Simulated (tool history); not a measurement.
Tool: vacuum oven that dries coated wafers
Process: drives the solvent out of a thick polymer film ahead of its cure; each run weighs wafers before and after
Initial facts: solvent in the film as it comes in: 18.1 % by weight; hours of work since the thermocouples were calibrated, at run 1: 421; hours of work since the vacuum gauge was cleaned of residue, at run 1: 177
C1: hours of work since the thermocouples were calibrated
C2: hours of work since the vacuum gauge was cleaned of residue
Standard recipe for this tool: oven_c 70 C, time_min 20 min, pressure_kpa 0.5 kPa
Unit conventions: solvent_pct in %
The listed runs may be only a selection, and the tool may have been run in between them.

Run 1, hour 0: usual settings; C1 421; C2 177. Result: solvent_pct 2.1 %.
Run 2, hour 15.5: usual settings; C1 430; C2 186. Result: solvent_pct 2.16 %.
Run 3, hour 32.3: usual settings; C1 440; C2 195. Result: solvent_pct 2.07 %.
Run 4, hour 47.3: usual settings; C1 448; C2 204. Result: solvent_pct 2.07 %.
Run 5, hour 66.5: usual settings; C1 459; C2 215. Result: solvent_pct 2.12 %.
Run 6, hour 81.6: usual settings but pressure_kpa 1.895 kPa; C1 468; C2 224. Result: solvent_pct 2.79 %.
Run 7, hour 100.9: usual settings; C1 479; C2 235. Result: solvent_pct 2.02 %.
Run 8, hour 118: usual settings; C1 489; C2 245. Result: solvent_pct 2.02 %.
Run 9, hour 135.1: usual settings; C1 499; C2 255. Result: solvent_pct 2.13 %.
Run 10, hour 161.5: usual settings; C1 514; C2 270. Result: solvent_pct 2.06 %.
Run 11, hour 177.2: usual settings but time_min 36 min; C1 523; C2 279. Result: solvent_pct 0.74 %.
Run 12, hour 190: usual settings but oven_c 80 C; C1 530; C2 286. Result: solvent_pct 0.73 %.
Run 13, hour 208.1: usual settings but pressure_kpa 0.32 kPa; C1 540; C2 296. Result: solvent_pct 2.07 %.
Run 14, hour 225.7: usual settings but pressure_kpa 0.32 kPa; C1 551; C2 307. Result: solvent_pct 2.07 %.
Run 15, hour 250.3: usual settings but pressure_kpa 0.32 kPa; C1 565; C2 321. Result: solvent_pct 2.01 %.
Run 16, hour 277.1: usual settings but pressure_kpa 0.32 kPa; C1 580; C2 336. Result: solvent_pct 2.13 %.
Run 17, hour 302.4: usual settings but oven_c 81 C; C1 595; C2 351. Result: solvent_pct 0.71 %.
Run 18, hour 317.3: usual settings but oven_c 81 C; C1 603; C2 359. Result: solvent_pct 0.79 %.
Run 19, hour 341.2: usual settings but oven_c 81 C; C1 617; C2 373. Result: solvent_pct 0.72 %.
Run 20, hour 362.8: usual settings but pressure_kpa 0.511 kPa; C1 629; C2 385. Result: solvent_pct 2.16 %.
At hour 365.4: vacuum gauge cleaned of residue and calibrated.
Run 21, hour 385.6: usual settings but time_min 12 min; C1 642; C2 12. Result: solvent_pct 4.54 %.
Run 22, hour 411.3: usual settings but time_min 12 min; C1 656; C2 26. Result: solvent_pct 4.48 %.
Run 23, hour 430.9: usual settings but time_min 13 min, pressure_kpa 0.8 kPa; C1 668; C2 38. Result: solvent_pct 4.17 %.
At hour 441.2: vacuum gauge cleaned of residue and calibrated, once more.
Run 24, hour 457.6: usual settings but oven_c 81 C, time_min 21 min, pressure_kpa 0.329 kPa; C1 682; C2 9. Result: solvent_pct 0.58 %.
Run 25, hour 470.8: usual settings but oven_c 81 C, time_min 21 min, pressure_kpa 0.329 kPa; C1 690; C2 17. Result: solvent_pct 0.59 %.
Run 26, hour 488.1: usual settings but oven_c 81 C, time_min 21 min, pressure_kpa 0.329 kPa; C1 700; C2 27. Result: solvent_pct 0.54 %.
Run 27, hour 508.7: usual settings but oven_c 81 C, time_min 19 min, pressure_kpa 0.329 kPa; C1 711; C2 39. Result: solvent_pct 0.73 %.
Run 28, hour 530.2: usual settings but oven_c 81 C, time_min 19 min, pressure_kpa 0.329 kPa; C1 724; C2 51. Result: solvent_pct 0.59 %.
Run 29, hour 553.2: usual settings but oven_c 81 C, time_min 19 min, pressure_kpa 0.329 kPa; C1 737; C2 64. Result: solvent_pct 0.72 %.
Run 30, hour 574.4: usual settings but oven_c 82 C, pressure_kpa 0.863 kPa; C1 749; C2 77. Result: solvent_pct 0.65 %.
Run 31, hour 599.4: usual settings but oven_c 82 C, pressure_kpa 0.863 kPa; C1 764; C2 91. Result: solvent_pct 0.66 %.
Run 32, hour 620.7: usual settings but oven_c 82 C, time_min 25 min, pressure_kpa 0.789 kPa; C1 776; C2 103. Result: solvent_pct 0.51 %.
Run 33, hour 640.5: usual settings but oven_c 73 C, time_min 10 min; C1 787; C2 115. Result: solvent_pct 4.53 %.
Run 34, hour 655.7: usual settings but oven_c 77 C, time_min 35 min; C1 796; C2 123. Result: solvent_pct 0.25 %.
Run 35, hour 677: usual settings but oven_c 77 C, time_min 35 min; C1 808; C2 135. Result: solvent_pct 0.26 %.
Run 36, hour 699.9: usual settings but oven_c 77 C, time_min 12 min, pressure_kpa 0.759 kPa; C1 821; C2 149. Result: solvent_pct 2.83 %.
Run 37, hour 717.5: usual settings but oven_c 58 C, time_min 27 min, pressure_kpa 0.45 kPa; C1 831; C2 159. Result: solvent_pct 3.23 %.
Run 38, hour 742.4: usual settings but oven_c 58 C, time_min 27 min, pressure_kpa 1.956 kPa; C1 846; C2 173. Result: solvent_pct 4.37 %.
Run 39, hour 759.1: usual settings but oven_c 57 C, time_min 28 min, pressure_kpa 0.332 kPa; C1 855; C2 183. Result: solvent_pct 3.38 %.
Run 40, hour 780.2: usual settings but oven_c 72 C, pressure_kpa 0.504 kPa; C1 868; C2 195. Result: solvent_pct 1.69 %.
Run 41, hour 801: usual settings but oven_c 72 C, pressure_kpa 0.504 kPa; C1 879; C2 207. Result: solvent_pct 1.73 %.
Run 42, hour 822.5: usual settings but oven_c 55 C, pressure_kpa 0.397 kPa; C1 892; C2 219. Result: solvent_pct 5.63 %.
Run 43, hour 835.9: usual settings but oven_c 55 C, pressure_kpa 0.397 kPa; C1 899; C2 227. Result: solvent_pct 5.52 %.
Run 44, hour 860.4: usual settings but oven_c 65 C, time_min 21 min; C1 914; C2 241. Result: solvent_pct 2.73 %.

What if the next run were any one of these 5? Each begins from the tool's condition after run 44:
Run A, hour 877.2: usual settings but oven_c 78 C, time_min 21 min, pressure_kpa 0.351 kPa; C1 923; C2 251. Result: solvent_pct ?.
Run B, hour 877.2: usual settings but oven_c 81 C; C1 923; C2 251. Result: solvent_pct ?.
Run C, hour 877.2: usual settings but oven_c 67 C, time_min 30 min; C1 923; C2 251. Result: solvent_pct ?.
Run D, hour 877.2: usual settings but oven_c 78 C, time_min 21 min, pressure_kpa 0.496 kPa; C1 923; C2 251. Result: solvent_pct ?.
Run E, hour 877.2: usual settings but oven_c 82 C, time_min 25 min, pressure_kpa 0.547 kPa; C1 923; C2 251. Result: solvent_pct ?.

run  solvent_pct
  A         0.77
  B         0.64
  C          1.3
  D         0.93
  E         0.39
With the hidden condition removed and each run's random variation left untouched, the same runs would have given:
run  solvent_pct
  A         0.77
  B         0.64
  C          1.3
  D         0.93
  E         0.37
